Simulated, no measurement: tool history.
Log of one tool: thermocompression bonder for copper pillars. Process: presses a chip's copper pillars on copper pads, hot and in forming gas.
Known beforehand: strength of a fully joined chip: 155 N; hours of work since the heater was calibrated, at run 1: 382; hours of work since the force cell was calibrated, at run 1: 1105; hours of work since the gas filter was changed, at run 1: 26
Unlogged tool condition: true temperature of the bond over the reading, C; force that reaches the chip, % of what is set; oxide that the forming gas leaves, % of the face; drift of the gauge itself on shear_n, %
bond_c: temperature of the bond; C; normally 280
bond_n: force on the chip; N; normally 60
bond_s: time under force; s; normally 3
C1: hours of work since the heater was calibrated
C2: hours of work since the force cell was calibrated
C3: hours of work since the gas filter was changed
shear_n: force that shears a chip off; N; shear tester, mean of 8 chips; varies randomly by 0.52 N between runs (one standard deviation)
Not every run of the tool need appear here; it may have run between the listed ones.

{"run": 1, "hour": 0.0, "bond_c": 280, "bond_n": 60, "bond_s": 3, "C1": 382, "C2": 1105, "C3": 26, "shear_n": 73.6}
{"run": 2, "hour": 42.6, "bond_c": 280, "bond_n": 60, "bond_s": 3, "C1": 404, "C2": 1127, "C3": 48, "shear_n": 72.7}
{"run": 3, "hour": 106.6, "bond_c": 268, "bond_n": 60, "bond_s": 3, "C1": 436, "C2": 1160, "C3": 81, "shear_n": 63}
{"run": 4, "hour": 142.4, "bond_c": 268, "bond_n": 60, "bond_s": 3, "C1": 454, "C2": 1178, "C3": 99, "shear_n": 62.7}
{"run": 5, "hour": 199.5, "bond_c": 280, "bond_n": 60, "bond_s": 5, "C1": 483, "C2": 1207, "C3": 128, "shear_n": 84.7}
{"run": 6, "hour": 265.3, "bond_c": 280, "bond_n": 60, "bond_s": 3, "C1": 517, "C2": 1240, "C3": 161, "shear_n": 70.6}
{"run": 7, "hour": 316.2, "bond_c": 280, "bond_n": 60, "bond_s": 3, "C1": 543, "C2": 1266, "C3": 187, "shear_n": 69.7}
{"run": 8, "hour": 351.2, "bond_c": 280, "bond_n": 60, "bond_s": 3, "C1": 561, "C2": 1284, "C3": 205, "shear_n": 69.3}
{"run": 9, "hour": 397.3, "bond_c": 288, "bond_n": 54, "bond_s": 5, "C1": 584, "C2": 1307, "C3": 228, "shear_n": 83.7}
{"hour": 441.4, "done": "forming gas filter changed"}
{"run": 10, "hour": 449.9, "bond_c": 300, "bond_n": 44, "bond_s": 2, "C1": 611, "C2": 1334, "C3": 4, "shear_n": 61.2}
{"hour": 458.1, "done": "heater calibrated with a thermocouple chip"}
{"run": 11, "hour": 513.5, "bond_c": 300, "bond_n": 44, "bond_s": 2, "C1": 28, "C2": 1365, "C3": 36, "shear_n": 70.3}
{"run": 12, "hour": 584.7, "bond_c": 280, "bond_n": 46, "bond_s": 6, "C1": 64, "C2": 1401, "C3": 72, "shear_n": 85.5}
{"run": 13, "hour": 617.6, "bond_c": 271, "bond_n": 46, "bond_s": 2, "C1": 81, "C2": 1418, "C3": 89, "shear_n": 52.1}
{"run": 14, "hour": 661.0, "bond_c": 271, "bond_n": 46, "bond_s": 2, "C1": 103, "C2": 1440, "C3": 111, "shear_n": 51.6}
{"run": 15, "hour": 703.2, "bond_c": 271, "bond_n": 46, "bond_s": 2, "C1": 125, "C2": 1462, "C3": 132, "shear_n": 50.5}

Below are 5 alternative next runs, each starting from the tool's condition after run 15. Predict each:
{"run": "A", "hour": 736.5, "bond_c": 254, "bond_n": 37, "bond_s": 6, "C1": 142, "C2": 1479, "C3": 149, "shear_n": "?"}
{"run": "B", "hour": 736.5, "bond_c": 257, "bond_n": 59, "bond_s": 3, "C1": 142, "C2": 1479, "C3": 149, "shear_n": "?"}
{"run": "C", "hour": 736.5, "bond_c": 281, "bond_n": 42, "bond_s": 6, "C1": 142, "C2": 1479, "C3": 149, "shear_n": "?"}
{"run": "D", "hour": 736.5, "bond_c": 271, "bond_n": 42, "bond_s": 2, "C1": 142, "C2": 1479, "C3": 149, "shear_n": "?"}
{"run": "E", "hour": 736.5, "bond_c": 271, "bond_n": 46, "bond_s": 2, "C1": 142, "C2": 1479, "C3": 149, "shear_n": "?"}

run=A shear_n=54.8
run=B shear_n=59.3
run=C shear_n=79.6
run=D shear_n=47.3
run=E shear_n=50.6
Without the tool's unlogged condition, the same runs would have read:
run=A shear_n=56.1
run=B shear_n=60.8
run=C shear_n=81.3
run=D shear_n=48.4
run=E shear_n=51.7
